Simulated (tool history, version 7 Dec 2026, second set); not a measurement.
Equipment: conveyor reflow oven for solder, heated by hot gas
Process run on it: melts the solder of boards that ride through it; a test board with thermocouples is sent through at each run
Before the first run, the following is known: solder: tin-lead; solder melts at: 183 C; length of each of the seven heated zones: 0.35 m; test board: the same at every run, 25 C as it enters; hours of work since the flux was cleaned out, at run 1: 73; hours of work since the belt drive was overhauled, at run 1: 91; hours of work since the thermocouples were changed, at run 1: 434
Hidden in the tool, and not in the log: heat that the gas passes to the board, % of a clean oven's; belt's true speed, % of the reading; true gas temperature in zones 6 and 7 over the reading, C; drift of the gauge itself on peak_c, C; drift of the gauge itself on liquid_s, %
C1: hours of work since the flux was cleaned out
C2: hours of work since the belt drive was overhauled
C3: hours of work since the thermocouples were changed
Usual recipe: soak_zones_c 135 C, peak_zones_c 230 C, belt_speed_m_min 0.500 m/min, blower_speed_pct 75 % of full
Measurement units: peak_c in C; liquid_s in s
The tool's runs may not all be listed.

{"run": 1, "hour": 0.0, "soak_zones_c": 135, "peak_zones_c": 230, "belt_speed_m_min": 0.5, "blower_speed_pct": 75, "C1": 73, "C2": 91, "C3": 434, "peak_c": 213.1, "liquid_s": 57.7}
{"run": 2, "hour": 11.2, "soak_zones_c": 135, "peak_zones_c": 230, "belt_speed_m_min": 0.5, "blower_speed_pct": 75, "C1": 78, "C2": 97, "C3": 440, "peak_c": 213.1, "liquid_s": 57.7}
{"run": 3, "hour": 22.5, "soak_zones_c": 135, "peak_zones_c": 230, "belt_speed_m_min": 0.5, "blower_speed_pct": 75, "C1": 84, "C2": 102, "C3": 445, "peak_c": 212.9, "liquid_s": 57.8}
{"run": 4, "hour": 33.7, "soak_zones_c": 135, "peak_zones_c": 230, "belt_speed_m_min": 0.5, "blower_speed_pct": 75, "C1": 89, "C2": 108, "C3": 451, "peak_c": 212.8, "liquid_s": 57.5}
{"run": 5, "hour": 44.6, "soak_zones_c": 135, "peak_zones_c": 230, "belt_speed_m_min": 0.5, "blower_speed_pct": 75, "C1": 95, "C2": 113, "C3": 456, "peak_c": 212.9, "liquid_s": 57.5}
{"run": 6, "hour": 56.3, "soak_zones_c": 135, "peak_zones_c": 230, "belt_speed_m_min": 0.5, "blower_speed_pct": 75, "C1": 100, "C2": 119, "C3": 462, "peak_c": 212.9, "liquid_s": 57.3}
{"run": 7, "hour": 61.4, "soak_zones_c": 135, "peak_zones_c": 230, "belt_speed_m_min": 0.5, "blower_speed_pct": 64, "C1": 103, "C2": 122, "C3": 464, "peak_c": 209.5, "liquid_s": 53.1}
{"run": 8, "hour": 71.0, "soak_zones_c": 135, "peak_zones_c": 230, "belt_speed_m_min": 0.5, "blower_speed_pct": 75, "C1": 108, "C2": 126, "C3": 469, "peak_c": 212.9, "liquid_s": 57.6}
{"run": 9, "hour": 78.7, "soak_zones_c": 135, "peak_zones_c": 230, "belt_speed_m_min": 0.5, "blower_speed_pct": 75, "C1": 111, "C2": 130, "C3": 473, "peak_c": 212.9, "liquid_s": 57.4}
{"run": 10, "hour": 84.9, "soak_zones_c": 135, "peak_zones_c": 230, "belt_speed_m_min": 0.544, "blower_speed_pct": 75, "C1": 115, "C2": 133, "C3": 476, "peak_c": 210.0, "liquid_s": 49.0}
{"run": 11, "hour": 94.5, "soak_zones_c": 135, "peak_zones_c": 230, "belt_speed_m_min": 0.5, "blower_speed_pct": 75, "C1": 119, "C2": 138, "C3": 480, "peak_c": 212.8, "liquid_s": 57.2}
{"run": 12, "hour": 102.6, "soak_zones_c": 135, "peak_zones_c": 230, "belt_speed_m_min": 0.5, "blower_speed_pct": 52, "C1": 123, "C2": 142, "C3": 484, "peak_c": 204.5, "liquid_s": 45.9}
{"run": 13, "hour": 112.9, "soak_zones_c": 135, "peak_zones_c": 230, "belt_speed_m_min": 0.5, "blower_speed_pct": 52, "C1": 128, "C2": 147, "C3": 489, "peak_c": 204.6, "liquid_s": 45.6}
{"run": 14, "hour": 121.6, "soak_zones_c": 135, "peak_zones_c": 230, "belt_speed_m_min": 0.5, "blower_speed_pct": 52, "C1": 133, "C2": 151, "C3": 494, "peak_c": 204.4, "liquid_s": 45.7}
{"run": 15, "hour": 131.0, "soak_zones_c": 135, "peak_zones_c": 230, "belt_speed_m_min": 0.5, "blower_speed_pct": 75, "C1": 137, "C2": 156, "C3": 498, "peak_c": 212.5, "liquid_s": 57.1}
{"run": 16, "hour": 137.3, "soak_zones_c": 135, "peak_zones_c": 230, "belt_speed_m_min": 0.5, "blower_speed_pct": 75, "C1": 140, "C2": 159, "C3": 501, "peak_c": 212.4, "liquid_s": 56.8}
{"run": 17, "hour": 142.2, "soak_zones_c": 137, "peak_zones_c": 229, "belt_speed_m_min": 0.5, "blower_speed_pct": 75, "C1": 143, "C2": 161, "C3": 504, "peak_c": 211.8, "liquid_s": 57.4}
{"run": 18, "hour": 154.0, "soak_zones_c": 135, "peak_zones_c": 233, "belt_speed_m_min": 0.5, "blower_speed_pct": 75, "C1": 148, "C2": 167, "C3": 510, "peak_c": 215.0, "liquid_s": 59.4}
{"run": 19, "hour": 160.5, "soak_zones_c": 137, "peak_zones_c": 233, "belt_speed_m_min": 0.5, "blower_speed_pct": 54, "C1": 152, "C2": 170, "C3": 513, "peak_c": 208.1, "liquid_s": 51.5}
{"run": 20, "hour": 171.7, "soak_zones_c": 137, "peak_zones_c": 230, "belt_speed_m_min": 0.5, "blower_speed_pct": 83, "C1": 157, "C2": 176, "C3": 518, "peak_c": 214.6, "liquid_s": 60.6}
{"run": 21, "hour": 179.9, "soak_zones_c": 135, "peak_zones_c": 242, "belt_speed_m_min": 0.542, "blower_speed_pct": 75, "C1": 161, "C2": 180, "C3": 522, "peak_c": 219.4, "liquid_s": 57.8}
{"run": 22, "hour": 191.7, "soak_zones_c": 135, "peak_zones_c": 242, "belt_speed_m_min": 0.542, "blower_speed_pct": 75, "C1": 167, "C2": 186, "C3": 528, "peak_c": 219.3, "liquid_s": 57.5}
{"run": 23, "hour": 198.8, "soak_zones_c": 135, "peak_zones_c": 242, "belt_speed_m_min": 0.542, "blower_speed_pct": 75, "C1": 170, "C2": 189, "C3": 532, "peak_c": 219.4, "liquid_s": 57.8}
{"run": 24, "hour": 206.9, "soak_zones_c": 135, "peak_zones_c": 230, "belt_speed_m_min": 0.501, "blower_speed_pct": 75, "C1": 174, "C2": 193, "C3": 536, "peak_c": 212.1, "liquid_s": 56.4}
{"run": 25, "hour": 213.0, "soak_zones_c": 135, "peak_zones_c": 230, "belt_speed_m_min": 0.501, "blower_speed_pct": 75, "C1": 177, "C2": 196, "C3": 539, "peak_c": 212.0, "liquid_s": 56.3}
{"run": 26, "hour": 221.7, "soak_zones_c": 135, "peak_zones_c": 222, "belt_speed_m_min": 0.417, "blower_speed_pct": 54, "C1": 182, "C2": 200, "C3": 543, "peak_c": 204.9, "liquid_s": 58.3}
{"run": 27, "hour": 229.7, "soak_zones_c": 135, "peak_zones_c": 226, "belt_speed_m_min": 0.417, "blower_speed_pct": 58, "C1": 186, "C2": 204, "C3": 547, "peak_c": 209.6, "liquid_s": 65.4}
{"run": 28, "hour": 240.6, "soak_zones_c": 125, "peak_zones_c": 238, "belt_speed_m_min": 0.554, "blower_speed_pct": 58, "C1": 191, "C2": 210, "C3": 552, "peak_c": 205.8, "liquid_s": 39.0}
{"run": 29, "hour": 250.5, "soak_zones_c": 125, "peak_zones_c": 238, "belt_speed_m_min": 0.554, "blower_speed_pct": 58, "C1": 196, "C2": 214, "C3": 557, "peak_c": 205.6, "liquid_s": 39.1}

Alternative continuations, all from the tool just after run 29; predict every row:
{"run": "A", "hour": 259.4, "soak_zones_c": 135, "peak_zones_c": 222, "belt_speed_m_min": 0.459, "blower_speed_pct": 75, "C1": 200, "C2": 219, "C3": 561, "peak_c": "?", "liquid_s": "?"}
{"run": "B", "hour": 259.4, "soak_zones_c": 125, "peak_zones_c": 223, "belt_speed_m_min": 0.408, "blower_speed_pct": 52, "C1": 200, "C2": 219, "C3": 561, "peak_c": "?", "liquid_s": "?"}
{"run": "C", "hour": 259.4, "soak_zones_c": 135, "peak_zones_c": 230, "belt_speed_m_min": 0.557, "blower_speed_pct": 76, "C1": 200, "C2": 219, "C3": 561, "peak_c": "?", "liquid_s": "?"}
{"run": "D", "hour": 259.4, "soak_zones_c": 147, "peak_zones_c": 243, "belt_speed_m_min": 0.46, "blower_speed_pct": 58, "C1": 200, "C2": 219, "C3": 561, "peak_c": "?", "liquid_s": "?"}

run=A peak_c=207.8 liquid_s=57.8
run=B peak_c=203.7 liquid_s=53.4
run=C peak_c=208.3 liquid_s=46.0
run=D peak_c=223.3 liquid_s=77.1
The same runs, with their run-to-run variation unchanged, on a tool lacking any hidden condition would have given:
run=A peak_c=209.0 liquid_s=60.0
run=B peak_c=204.6 liquid_s=55.3
run=C peak_c=210.2 liquid_s=48.4
run=D peak_c=224.4 liquid_s=77.9

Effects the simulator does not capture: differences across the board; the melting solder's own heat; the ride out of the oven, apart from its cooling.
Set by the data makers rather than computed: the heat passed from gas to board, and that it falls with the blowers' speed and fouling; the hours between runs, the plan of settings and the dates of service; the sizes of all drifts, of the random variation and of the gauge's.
